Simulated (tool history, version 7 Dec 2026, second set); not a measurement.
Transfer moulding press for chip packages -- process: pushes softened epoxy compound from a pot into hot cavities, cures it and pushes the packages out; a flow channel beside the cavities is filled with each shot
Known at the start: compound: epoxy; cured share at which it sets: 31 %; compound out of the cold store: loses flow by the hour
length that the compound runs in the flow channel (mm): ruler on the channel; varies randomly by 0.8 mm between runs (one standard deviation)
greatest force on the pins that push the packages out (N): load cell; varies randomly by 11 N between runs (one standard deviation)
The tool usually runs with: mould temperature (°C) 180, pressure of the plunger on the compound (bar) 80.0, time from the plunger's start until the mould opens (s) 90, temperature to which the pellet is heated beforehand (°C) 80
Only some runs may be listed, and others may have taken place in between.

run,hour,mould temperature (°C),pressure of the plunger on the compound (bar),time from the plunger's start until the mould opens (s),temperature to which the pellet is heated beforehand (°C),incoming compound's hours out of the cold store,length that the compound runs in the flow channel (mm),greatest force on the pins that push the packages out (N)
1,0.0,180,80.0,90,80,30.4,500.1,564
2,40.3,180,80.0,90,80,29.1,502.4,799
# hour 49.3: cavities cleaned with cleaning compound and waxed
3,79.7,180,80.0,78,80,8.1,563.0,851
# hour 107.8: cavities cleaned with cleaning compound and waxed
4,130.3,180,80.0,78,80,13.7,542.8,812
# hour 147.4: plunger's sealing rings changed
# hour 169.1: cavities cleaned with cleaning compound and waxed
5,170.6,180,80.0,90,80,42.0,471.9,510
6,201.4,180,64.8,90,80,44.0,418.9,710
# hour 227.4: cavities cleaned with cleaning compound and waxed
7,252.1,180,64.8,90,80,36.3,435.1,652
# hour 290.4: cavities cleaned with cleaning compound and waxed
8,291.5,180,64.8,90,80,16.9,481.5,517
9,346.6,180,64.8,90,80,11.7,493.8,802
# hour 350.8: cavities cleaned with cleaning compound and waxed
# hour 366.7: plunger's sealing rings changed
# hour 414.0: cavities cleaned with cleaning compound and waxed
10,414.2,185,80.0,90,80,20.8,522.8,468
# hour 474.4: cavities cleaned with cleaning compound and waxed
11,476.0,185,80.0,90,80,21.3,518.7,474
12,518.8,180,80.0,105,80,42.6,464.4,685
# hour 533.7: cavities cleaned with cleaning compound and waxed
13,548.9,180,80.0,105,80,21.9,519.4,540
# hour 584.5: plunger's sealing rings changed
# hour 599.3: cavities cleaned with cleaning compound and waxed
14,612.8,180,80.0,105,80,35.9,487.1,568
# hour 623.4: mould's thermocouples calibrated
# hour 660.1: cavities cleaned with cleaning compound and waxed
15,677.9,177,85.3,128,74,9.8,584.1,538
# hour 723.1: cavities cleaned with cleaning compound and waxed
16,732.9,187,80.0,113,80,19.2,519.5,516
17,766.9,174,65.0,113,80,35.6,439.6,700
# hour 781.1: cavities cleaned with cleaning compound and waxed
18,798.3,174,65.0,113,80,12.8,498.4,604
# hour 805.5: plunger's sealing rings changed
# hour 844.9: cavities cleaned with cleaning compound and waxed
19,844.9,174,65.0,113,80,45.7,422.5,456
20,883.6,174,65.0,113,80,20.2,487.2,709
# hour 907.6: cavities cleaned with cleaning compound and waxed
21,916.4,186,65.0,113,78,23.0,462.7,500
22,963.4,186,65.0,113,78,18.2,471.2,707
# hour 970.2: cavities cleaned with cleaning compound and waxed
23,1001.4,176,95.4,90,71,35.5,531.3,804
# hour 1020.8: plunger's sealing rings changed
# hour 1032.9: cavities cleaned with cleaning compound and waxed
24,1037.6,176,80.0,90,90,33.8,499.7,575
25,1082.6,180,76.6,90,80,39.4,466.3,764
# hour 1091.7: cavities cleaned with cleaning compound and waxed
26,1131.5,180,76.6,90,80,28.8,492.2,782
# hour 1152.2: cavities cleaned with cleaning compound and waxed
27,1179.8,180,76.6,90,80,31.1,484.6,638

The logged runs with the hidden state left out (each run's random variation unchanged):
Hidden state at play: true mould temperature over the reading, C; pressure that reaches the compound, % of what is set; grip of the stained cavities, % over clean ones'; drift of the gauge itself on flow_mm, %; drift of the gauge itself on push_out_n, %.
run,length that the compound runs in the flow channel (mm),greatest force on the pins that push the packages out (N)
1,504.1,469
2,508.6,495
3,572.5,586
4,554.8,592
5,473.0,473
6,421.1,480
7,439.9,473
8,489.0,479
9,504.8,479
10,525.9,455
11,525.1,452
12,472.3,438
13,529.9,430
14,487.7,455
15,590.5,421
16,528.2,441
17,448.7,450
18,510.3,480
19,424.0,449
20,491.0,466
21,467.9,436
22,479.2,435
23,542.2,555
24,499.9,518
25,468.7,471
26,497.3,502
27,492.0,461
